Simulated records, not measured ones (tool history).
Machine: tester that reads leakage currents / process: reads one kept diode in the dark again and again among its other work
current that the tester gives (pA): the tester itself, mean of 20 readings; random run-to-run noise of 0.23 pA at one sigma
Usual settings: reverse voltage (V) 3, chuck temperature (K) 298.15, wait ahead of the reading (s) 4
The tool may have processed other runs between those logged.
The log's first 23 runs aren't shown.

run	hour	reverse voltage (V)	chuck temperature (K)	wait ahead of the reading (s)	current that the tester gives (pA)
24	701.3	3	310.15	4	208.34
25	727.8	3	299.15	4	81.32
26	759.7	3	299.15	4	81.76
27	788.9	16.52	298.15	4	192.94
28	821.9	2.2	323.15	4	491.18
29	854.8	3	318.15	8.14	396.2
30	887.7	3	303.15	8.14	114.77
31	913.5	3	303.15	8.14	115.28
32	954.1	3	303.15	0.68	115.92
33	980.4	5.36	299.15	3.1	112.58
34	1004.4	1.11	297.15	2.99	39.5
35	1045.2	3	298.15	0.66	75.06
36	1076.3	1.36	298.15	3.98	48.03
37	1097.8	7.47	303.15	0.48	195.35
38	1134.4	18.7	303.15	0.48	330.15
39	1163.8	3.22	302.15	0.48	112.43
40	1184.4	3.22	294.15	0.48	55.53
# hour 1217.9: chuck's temperature calibrated
41	1222.1	3.22	294.15	0.48	55.61

3 options for the next run, each taken on its own from the tool as it stands now. Forecast them:
A	1256	1.08	298.15	3.97	?
B	1256	8.29	332.15	0.46	?
C	1256	5.35	294.15	0.32	?

run	current that the tester gives (pA)
A	42.4
B	2007.15
C	75.93
The same runs, with their run-to-run variation unchanged, on a tool lacking any hidden condition would have given:
run	current that the tester gives (pA)
A	42.36
B	2005.92
C	75.81

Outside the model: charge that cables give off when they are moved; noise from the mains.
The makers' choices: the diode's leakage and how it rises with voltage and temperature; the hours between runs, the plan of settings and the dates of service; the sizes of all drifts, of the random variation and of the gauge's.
